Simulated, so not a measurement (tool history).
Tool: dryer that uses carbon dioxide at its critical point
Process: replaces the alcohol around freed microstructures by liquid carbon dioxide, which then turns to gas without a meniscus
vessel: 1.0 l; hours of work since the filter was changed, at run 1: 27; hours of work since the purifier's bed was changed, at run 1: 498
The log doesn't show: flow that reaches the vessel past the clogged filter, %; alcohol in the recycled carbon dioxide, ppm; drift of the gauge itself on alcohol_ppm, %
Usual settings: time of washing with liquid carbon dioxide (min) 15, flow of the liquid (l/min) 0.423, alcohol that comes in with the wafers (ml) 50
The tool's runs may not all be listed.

| run | hour | time of washing with liquid carbon dioxide (min) | flow of the liquid (l/min) | alcohol that comes in with the wafers (ml) | hours of work since the filter was changed | hours of work since the purifier's bed was changed | alcohol left in the vessel before it's heated (ppm by volume) |
|---|---|---|---|---|---|---|---|
| 1 | 0.0 | 15 | 0.423 | 50 | 27 | 498 | 249 |
| 2 | 26.2 | 15 | 0.423 | 50 | 43 | 514 | 264 |
| 3 | 46.7 | 15 | 0.423 | 50 | 56 | 526 | 269 |
| 4 | 58.8 | 15 | 0.423 | 50 | 63 | 534 | 272 |
| 5 | 70.3 | 15 | 0.423 | 50 | 70 | 541 | 273 |
| 6 | 92.2 | 15 | 0.483 | 50 | 84 | 555 | 182 |
| 7 | 116.0 | 15 | 0.483 | 50 | 99 | 569 | 189 |
| 8 | 143.0 | 15 | 0.423 | 50 | 115 | 586 | 303 |
| 9 | 157.5 | 15 | 0.423 | 105 | 124 | 595 | 550 |
| 10 | 180.4 | 15 | 0.423 | 50 | 138 | 609 | 327 |
| 11 | 205.2 | 15 | 0.423 | 50 | 154 | 624 | 339 |
| 12 | 222.8 | 15 | 0.423 | 50 | 164 | 635 | 354 |
| 13 | 240.1 | 15 | 0.267 | 50 | 175 | 646 | 1738 |
| 14 | 268.6 | 15 | 0.423 | 50 | 193 | 664 | 371 |
| 15 | 281.9 | 15 | 0.423 | 50 | 201 | 672 | 366 |
| 16 | 303.6 | 15 | 0.361 | 50 | 214 | 685 | 687 |
|  | 308.7 | inlet filter changed |
| 17 | 323.8 | 15 | 0.361 | 50 | 9 | 697 | 470 |
| 18 | 346.3 | 15 | 0.423 | 50 | 23 | 711 | 285 |
| 19 | 373.0 | 15 | 0.423 | 50 | 40 | 727 | 287 |
| 20 | 394.3 | 15 | 0.423 | 50 | 53 | 740 | 292 |
| 21 | 420.0 | 15 | 0.423 | 50 | 69 | 756 | 302 |
| 22 | 433.4 | 20 | 0.423 | 24 | 77 | 765 | 135 |
| 23 | 460.5 | 9 | 0.518 | 24 | 94 | 781 | 547 |
| 24 | 485.2 | 22 | 0.609 | 107 | 109 | 797 | 133 |
| 25 | 498.4 | 13 | 0.609 | 114 | 117 | 805 | 253 |
| 26 | 518.2 | 13 | 0.609 | 114 | 129 | 817 | 284 |
| 27 | 542.7 | 14 | 0.423 | 78 | 144 | 832 | 644 |
| 28 | 571.1 | 14 | 0.423 | 78 | 162 | 850 | 659 |
| 29 | 587.1 | 11 | 0.466 | 42 | 172 | 860 | 704 |
| 30 | 600.3 | 15 | 0.433 | 109 | 180 | 868 | 618 |
| 31 | 623.6 | 15 | 0.433 | 109 | 194 | 882 | 643 |
| 32 | 641.4 | 15 | 0.423 | 43 | 205 | 893 | 378 |
|  | 660.5 | inlet filter changed |
| 33 | 661.3 | 15 | 0.616 | 26 | 0 | 905 | 160 |
| 34 | 678.4 | 15 | 0.465 | 59 | 11 | 915 | 271 |
| 35 | 695.9 | 12 | 0.322 | 49 | 22 | 926 | 1653 |
| 36 | 708.5 | 12 | 0.417 | 50 | 30 | 934 | 733 |
| 37 | 731.5 | 12 | 0.417 | 50 | 44 | 948 | 777 |
| 38 | 753.7 | 19 | 0.601 | 90 | 57 | 962 | 159 |

The next listed run, before its measurement:
| 39 | 778.9 | 19 | 0.601 | 90 | 73 | 977 | ? |

Run 39 gave alcohol left in the vessel before it's heated (ppm by volume) 154.
Without the tool's hidden state the same run would have given alcohol left in the vessel before it's heated (ppm by volume) 0.
